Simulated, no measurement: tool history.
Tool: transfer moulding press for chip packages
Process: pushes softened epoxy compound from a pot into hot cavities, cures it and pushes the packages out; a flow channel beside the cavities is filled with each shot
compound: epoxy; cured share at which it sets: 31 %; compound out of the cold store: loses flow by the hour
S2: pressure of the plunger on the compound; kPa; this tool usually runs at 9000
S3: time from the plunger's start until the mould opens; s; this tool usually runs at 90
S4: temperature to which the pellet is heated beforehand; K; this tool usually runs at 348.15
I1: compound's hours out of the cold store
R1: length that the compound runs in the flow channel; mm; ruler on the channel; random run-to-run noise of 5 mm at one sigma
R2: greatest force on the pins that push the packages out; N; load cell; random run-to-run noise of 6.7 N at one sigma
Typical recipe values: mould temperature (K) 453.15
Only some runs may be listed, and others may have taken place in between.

run 1 hour=0.0 | mould_temperature_(K)=453.15 S2=9000 S3=90 S4=348.15 | I1=21.0 | R1=556 R2=293
run 2 hour=6.2 | mould_temperature_(K)=451.15 S2=9000 S3=90 S4=348.15 | I1=43.0 | R1=519 R2=313
run 3 hour=16.9 | mould_temperature_(K)=453.15 S2=9000 S3=90 S4=348.15 | I1=39.5 | R1=518 R2=284
run 4 hour=22.5 | mould_temperature_(K)=453.15 S2=9000 S3=90 S4=348.15 | I1=35.1 | R1=527 R2=274
run 5 hour=28.4 | mould_temperature_(K)=453.15 S2=9000 S3=90 S4=348.15 | I1=13.1 | R1=580 R2=295
run 6 hour=35.2 | mould_temperature_(K)=453.15 S2=6960 S3=90 S4=348.15 | I1=21.8 | R1=484 R2=290
-- hour=40.4 cavities cleaned with cleaning compound and waxed
run 7 hour=47.4 | mould_temperature_(K)=453.15 S2=6960 S3=90 S4=348.15 | I1=41.1 | R1=453 R2=265
run 8 hour=56.7 | mould_temperature_(K)=453.15 S2=7360 S3=90 S4=352.15 | I1=44.6 | R1=463 R2=268
run 9 hour=63.6 | mould_temperature_(K)=452.15 S2=7360 S3=80 S4=352.15 | I1=19.3 | R1=513 R2=430
run 10 hour=73.1 | mould_temperature_(K)=455.15 S2=9000 S3=90 S4=341.15 | I1=40.6 | R1=519 R2=258
run 11 hour=82.9 | mould_temperature_(K)=453.15 S2=7530 S3=108 S4=356.15 | I1=33.5 | R1=495 R2=205
run 12 hour=89.2 | mould_temperature_(K)=453.15 S2=7530 S3=108 S4=356.15 | I1=23.4 | R1=502 R2=212

3 options for the next run, each taken on its own from the tool as it stands now. Forecast them:
-- hour=97.3 cavities cleaned with cleaning compound and waxed
run A hour=98.1 | mould_temperature_(K)=453.15 S2=9000 S3=90 S4=348.15 | I1=26.1 | R1=? R2=?
-- hour=97.3 cavities cleaned with cleaning compound and waxed
run B hour=98.1 | mould_temperature_(K)=453.15 S2=7530 S3=79 S4=356.15 | I1=24.1 | R1=? R2=?
-- hour=97.3 cavities cleaned with cleaning compound and waxed
run C hour=98.1 | mould_temperature_(K)=452.15 S2=9000 S3=100 S4=355.15 | I1=22.2 | R1=? R2=?

run=A R1=550 R2=285
run=B R1=499 R2=395
run=C R1=568 R2=249
Had the tool no hidden state, the same runs would have come out as:
run=A R1=551 R2=285
run=B R1=499 R2=395
run=C R1=569 R2=249
